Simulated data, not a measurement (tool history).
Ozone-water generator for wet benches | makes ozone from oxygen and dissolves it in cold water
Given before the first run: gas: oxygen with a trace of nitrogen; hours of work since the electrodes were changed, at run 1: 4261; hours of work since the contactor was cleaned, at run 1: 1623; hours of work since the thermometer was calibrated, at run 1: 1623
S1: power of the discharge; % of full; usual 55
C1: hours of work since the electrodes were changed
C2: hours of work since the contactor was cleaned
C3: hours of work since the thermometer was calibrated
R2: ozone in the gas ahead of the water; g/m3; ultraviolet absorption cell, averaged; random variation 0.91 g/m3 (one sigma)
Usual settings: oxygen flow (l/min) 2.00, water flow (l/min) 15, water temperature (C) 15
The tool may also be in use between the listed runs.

run 1 hour=0.0 | S1=55 oxygen_flow_(l/min)=2.00 water_flow_(l/min)=15 water_temperature_(C)=15 | C1=4261 C2=1623 C3=1623 | dissolved_ozone_(ppm)=9.2 R2=150.4
run 2 hour=124.9 | S1=55 oxygen_flow_(l/min)=2.00 water_flow_(l/min)=15 water_temperature_(C)=15 | C1=4372 C2=1733 C3=1733 | dissolved_ozone_(ppm)=9.3 R2=151.0
run 3 hour=217.9 | S1=55 oxygen_flow_(l/min)=2.00 water_flow_(l/min)=15 water_temperature_(C)=15 | C1=4454 C2=1815 C3=1815 | dissolved_ozone_(ppm)=9.2 R2=149.8
run 4 hour=326.9 | S1=55 oxygen_flow_(l/min)=2.00 water_flow_(l/min)=15 water_temperature_(C)=15 | C1=4550 C2=1911 C3=1911 | dissolved_ozone_(ppm)=9.0 R2=151.2
run 5 hour=452.1 | S1=81 oxygen_flow_(l/min)=2.00 water_flow_(l/min)=15 water_temperature_(C)=15 | C1=4660 C2=2022 C3=2022 | dissolved_ozone_(ppm)=11.9 R2=190.8
run 6 hour=553.3 | S1=81 oxygen_flow_(l/min)=2.00 water_flow_(l/min)=15 water_temperature_(C)=15 | C1=4750 C2=2111 C3=2111 | dissolved_ozone_(ppm)=11.8 R2=193.9
run 7 hour=674.0 | S1=81 oxygen_flow_(l/min)=2.00 water_flow_(l/min)=15 water_temperature_(C)=15 | C1=4856 C2=2218 C3=2218 | dissolved_ozone_(ppm)=11.7 R2=190.6
run 8 hour=754.8 | S1=81 oxygen_flow_(l/min)=2.00 water_flow_(l/min)=15 water_temperature_(C)=15 | C1=4928 C2=2289 C3=2289 | dissolved_ozone_(ppm)=11.7 R2=193.1
run 9 hour=847.2 | S1=55 oxygen_flow_(l/min)=2.00 water_flow_(l/min)=15 water_temperature_(C)=15 | C1=5009 C2=2371 C3=2371 | dissolved_ozone_(ppm)=9.4 R2=149.4
run 10 hour=974.7 | S1=55 oxygen_flow_(l/min)=2.00 water_flow_(l/min)=15 water_temperature_(C)=15 | C1=5122 C2=2483 C3=2483 | dissolved_ozone_(ppm)=9.4 R2=151.3
run 11 hour=1055.6 | S1=55 oxygen_flow_(l/min)=2.00 water_flow_(l/min)=15 water_temperature_(C)=15 | C1=5193 C2=2555 C3=2555 | dissolved_ozone_(ppm)=9.3 R2=151.3
run 12 hour=1183.0 | S1=55 oxygen_flow_(l/min)=2.00 water_flow_(l/min)=15 water_temperature_(C)=15 | C1=5306 C2=2667 C3=2667 | dissolved_ozone_(ppm)=9.0 R2=148.6
run 13 hour=1252.8 | S1=55 oxygen_flow_(l/min)=2.00 water_flow_(l/min)=15 water_temperature_(C)=15 | C1=5367 C2=2729 C3=2729 | dissolved_ozone_(ppm)=9.4 R2=151.8
run 14 hour=1331.4 | S1=55 oxygen_flow_(l/min)=2.00 water_flow_(l/min)=15 water_temperature_(C)=15 | C1=5437 C2=2798 C3=2798 | dissolved_ozone_(ppm)=9.4 R2=148.6
run 15 hour=1457.9 | S1=55 oxygen_flow_(l/min)=2.12 water_flow_(l/min)=16 water_temperature_(C)=22 | C1=5548 C2=2910 C3=2910 | dissolved_ozone_(ppm)=8.1 R2=142.1
run 16 hour=1531.6 | S1=55 oxygen_flow_(l/min)=2.00 water_flow_(l/min)=15 water_temperature_(C)=12 | C1=5613 C2=2975 C3=2975 | dissolved_ozone_(ppm)=9.6 R2=150.1
run 17 hour=1660.3 | S1=63 oxygen_flow_(l/min)=2.43 water_flow_(l/min)=10 water_temperature_(C)=13 | C1=5727 C2=3089 C3=3089 | dissolved_ozone_(ppm)=15.8 R2=143.5
run 18 hour=1751.3 | S1=86 oxygen_flow_(l/min)=2.00 water_flow_(l/min)=24 water_temperature_(C)=15 | C1=5807 C2=3169 C3=3169 | dissolved_ozone_(ppm)=6.9 R2=198.7
run 19 hour=1819.3 | S1=86 oxygen_flow_(l/min)=2.00 water_flow_(l/min)=24 water_temperature_(C)=15 | C1=5867 C2=3229 C3=3229 | dissolved_ozone_(ppm)=6.7 R2=196.3
run 20 hour=1900.2 | S1=86 oxygen_flow_(l/min)=2.00 water_flow_(l/min)=24 water_temperature_(C)=15 | C1=5939 C2=3300 C3=3300 | dissolved_ozone_(ppm)=6.9 R2=197.3
run 21 hour=2014.3 | S1=91 oxygen_flow_(l/min)=3.53 water_flow_(l/min)=19 water_temperature_(C)=19 | C1=6040 C2=3401 C3=3401 | dissolved_ozone_(ppm)=9.4 R2=140.6
run 22 hour=2139.4 | S1=55 oxygen_flow_(l/min)=2.00 water_flow_(l/min)=12 water_temperature_(C)=13 | C1=6150 C2=3512 C3=3512 | dissolved_ozone_(ppm)=11.9 R2=147.4
run 23 hour=2276.2 | S1=77 oxygen_flow_(l/min)=2.00 water_flow_(l/min)=12 water_temperature_(C)=10 | C1=6271 C2=3632 C3=3632 | dissolved_ozone_(ppm)=15.5 R2=184.5
-- hour=2296.1 water thermometer calibrated
run 24 hour=2377.1 | S1=52 oxygen_flow_(l/min)=1.48 water_flow_(l/min)=12 water_temperature_(C)=10 | C1=6359 C2=3721 C3=72 | dissolved_ozone_(ppm)=11.8 R2=172.7
run 25 hour=2497.7 | S1=60 oxygen_flow_(l/min)=2.00 water_flow_(l/min)=15 water_temperature_(C)=14 | C1=6466 C2=3827 C3=178 | dissolved_ozone_(ppm)=9.8 R2=158.6
run 26 hour=2573.4 | S1=55 oxygen_flow_(l/min)=1.10 water_flow_(l/min)=15 water_temperature_(C)=17 | C1=6533 C2=3894 C3=245 | dissolved_ozone_(ppm)=8.4 R2=217.7

Branching from run 26: 3 alternative next runs. What would each branch give?
run A hour=2707.4 | S1=55 oxygen_flow_(l/min)=1.10 water_flow_(l/min)=13 water_temperature_(C)=8 | C1=6651 C2=4013 C3=363 | dissolved_ozone_(ppm)=? R2=?
run B hour=2707.4 | S1=55 oxygen_flow_(l/min)=1.42 water_flow_(l/min)=15 water_temperature_(C)=17 | C1=6651 C2=4013 C3=363 | dissolved_ozone_(ppm)=? R2=?
run C hour=2707.4 | S1=72 oxygen_flow_(l/min)=2.00 water_flow_(l/min)=16 water_temperature_(C)=20 | C1=6651 C2=4013 C3=363 | dissolved_ozone_(ppm)=? R2=?

run=A dissolved_ozone_(ppm)=10.7 R2=217.7
run=B dissolved_ozone_(ppm)=8.9 R2=184.0
run=C dissolved_ozone_(ppm)=9.8 R2=173.6
Without the tool's unlogged condition, the same runs would have read:
run=A dissolved_ozone_(ppm)=10.8 R2=223.9
run=B dissolved_ozone_(ppm)=8.9 R2=189.3
run=C dissolved_ozone_(ppm)=9.8 R2=178.6
